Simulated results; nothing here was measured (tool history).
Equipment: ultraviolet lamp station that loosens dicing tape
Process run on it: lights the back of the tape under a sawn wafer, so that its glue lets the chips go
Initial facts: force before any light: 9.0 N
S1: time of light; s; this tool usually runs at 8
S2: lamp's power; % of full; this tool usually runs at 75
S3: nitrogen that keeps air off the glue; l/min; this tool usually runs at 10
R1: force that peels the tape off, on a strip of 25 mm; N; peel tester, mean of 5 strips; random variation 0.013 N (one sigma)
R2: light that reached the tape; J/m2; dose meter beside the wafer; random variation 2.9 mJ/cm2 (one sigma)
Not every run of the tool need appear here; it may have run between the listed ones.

run,hour,S1,S2,S3,R1,R2
1,0.0,8,75,10,0.571,4270
2,13.9,8,75,10,0.566,4290
3,25.2,8,96,10,0.278,5410
4,36.7,8,96,10,0.303,5390
5,44.4,8,96,5,0.520,5490
# hour 54.0: window cleaned of glue's vapour
6,55.2,8,75,10,0.564,4230
7,68.2,8,75,10,0.550,4310
8,79.2,8,75,10,0.578,4280
9,85.2,8,75,10,0.596,4270
10,97.2,8,75,10,0.587,4290
11,107.2,8,75,10,0.601,4270
12,117.3,8,75,10,0.574,4270
13,131.0,8,69,10,0.714,3900
14,138.6,8,69,10,0.691,3940
15,150.6,8,69,10,0.688,3900
16,158.9,6,62,10,1.567,2610
17,168.6,6,62,10,1.616,2660
18,176.6,6,62,10,1.633,2630
19,187.0,6,62,10,1.688,2630
20,200.9,6,96,9,0.694,4080
21,211.0,5,75,4,2.405,2640
22,224.8,15,84,14,0.080,8950
23,231.3,7,87,14,0.438,4310
24,240.4,7,87,14,0.450,4260

Here are 3 independent what-if runs from the current tool condition. What would each one return?
A,252.5,8,75,10,?,?
B,252.5,9,98,8,?,?
C,252.5,6,64,10,?,?

run,R1,R2
A,0.572,4260
B,0.241,6270
C,1.522,2710
With no hidden state in the tool, these same runs would have given:
run,R1,R2
A,0.572,4270
B,0.240,6270
C,1.521,2710
